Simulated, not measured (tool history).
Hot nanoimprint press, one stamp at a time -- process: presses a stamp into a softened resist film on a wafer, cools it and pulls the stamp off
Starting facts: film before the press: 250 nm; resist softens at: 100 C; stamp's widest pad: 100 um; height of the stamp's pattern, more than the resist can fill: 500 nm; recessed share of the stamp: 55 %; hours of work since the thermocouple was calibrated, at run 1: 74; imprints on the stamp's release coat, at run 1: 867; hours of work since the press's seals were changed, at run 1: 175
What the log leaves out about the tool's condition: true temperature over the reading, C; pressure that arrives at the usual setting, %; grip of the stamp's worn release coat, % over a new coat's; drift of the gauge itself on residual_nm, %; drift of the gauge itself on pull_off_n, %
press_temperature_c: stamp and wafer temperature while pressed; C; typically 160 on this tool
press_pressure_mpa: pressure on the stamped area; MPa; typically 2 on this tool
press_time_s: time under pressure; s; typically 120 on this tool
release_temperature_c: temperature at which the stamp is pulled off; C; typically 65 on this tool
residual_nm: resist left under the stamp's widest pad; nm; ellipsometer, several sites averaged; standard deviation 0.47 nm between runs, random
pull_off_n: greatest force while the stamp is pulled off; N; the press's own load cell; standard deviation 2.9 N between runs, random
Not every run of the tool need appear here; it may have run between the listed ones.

run,hour,press_temperature_c,press_pressure_mpa,press_time_s,release_temperature_c,hours of work since the thermocouple was calibrated,imprints on the stamp's release coat,hours of work since the press's seals were changed,residual_nm,pull_off_n
1,0,160,2,120,65,74,867,175,94.7,136
2,17.1,160,2,120,65,81,923,183,94,137
3,33.3,160,2,120,65,88,977,190,94.2,135
4,52.5,160,2,201,65,96,1040,198,76,136
5,72.8,160,1.26,120,65,105,1107,206,116,141
6,90.5,160,2,187,65,113,1165,214,78.4,139
7,111.2,160,2,187,65,122,1233,223,78,139
8,131,160,2,147,65,130,1298,231,85.6,139
9,149.3,160,2,147,51,138,1359,239,85.5,159
10,159,160,2,120,65,142,1391,243,92.2,139
11,177.1,154,2,120,65,150,1450,251,133.2,138
12,185.8,154,2,120,65,153,1479,255,133.7,138
13,201.8,154,2,120,65,160,1532,261,133.7,142
14,213.2,160,2.37,120,65,165,1569,266,84.5,137
15,229.6,160,2,120,65,172,1623,273,91.9,142
16,242.4,160,2,120,65,177,1665,279,91.7,136
17,260,165,1.24,115,51,185,1723,286,86.9,162
# hour 270.3: gauge calibrated
18,272.5,165,1.24,115,51,190,1764,292,89.9,154
19,285.3,160,2,81,70,196,1806,297,110,133
20,305.9,160,1.27,81,65,205,1874,306,133.1,139
21,315.5,160,1.27,81,65,209,1906,310,134,146
22,327.5,164,2.33,105,59,214,1946,315,71.6,149
23,340.3,159,2.74,70,68,219,1987,320,105.6,137
24,360,159,2.74,70,68,228,2052,329,106,141
25,376,166,2.06,93,63,234,2105,336,70.9,145
26,395.1,166,2.06,93,63,243,2168,344,70.4,146
# hour 402.4: stamp cleaned and given a new release coat
27,417.1,160,2,203,59,249,49,351,75,147
28,428.9,160,2,203,59,254,87,356,74.1,146
29,442.5,160,1.2,120,66,260,132,361,118.1,136
30,461.8,160,1.2,120,66,268,196,370,117.6,139

4 options for the next run, each taken on its own from the tool as it stands now. Forecast them:
A,475.5,155,2,120,55,274,241,376,?,?
B,475.5,155,2.04,141,65,274,241,376,?,?
C,475.5,159,1.2,120,66,274,241,376,?,?
D,475.5,148,2,120,66,274,241,376,?,?

run,residual_nm,pull_off_n
A,125.3,154
B,117.1,137
C,123,137
D,182.9,130
Take away the tool's hidden state, keep each run's random variation, and the runs would have read:
run,residual_nm,pull_off_n
A,128.2,153
B,119.8,137
C,125.9,137
D,187,129

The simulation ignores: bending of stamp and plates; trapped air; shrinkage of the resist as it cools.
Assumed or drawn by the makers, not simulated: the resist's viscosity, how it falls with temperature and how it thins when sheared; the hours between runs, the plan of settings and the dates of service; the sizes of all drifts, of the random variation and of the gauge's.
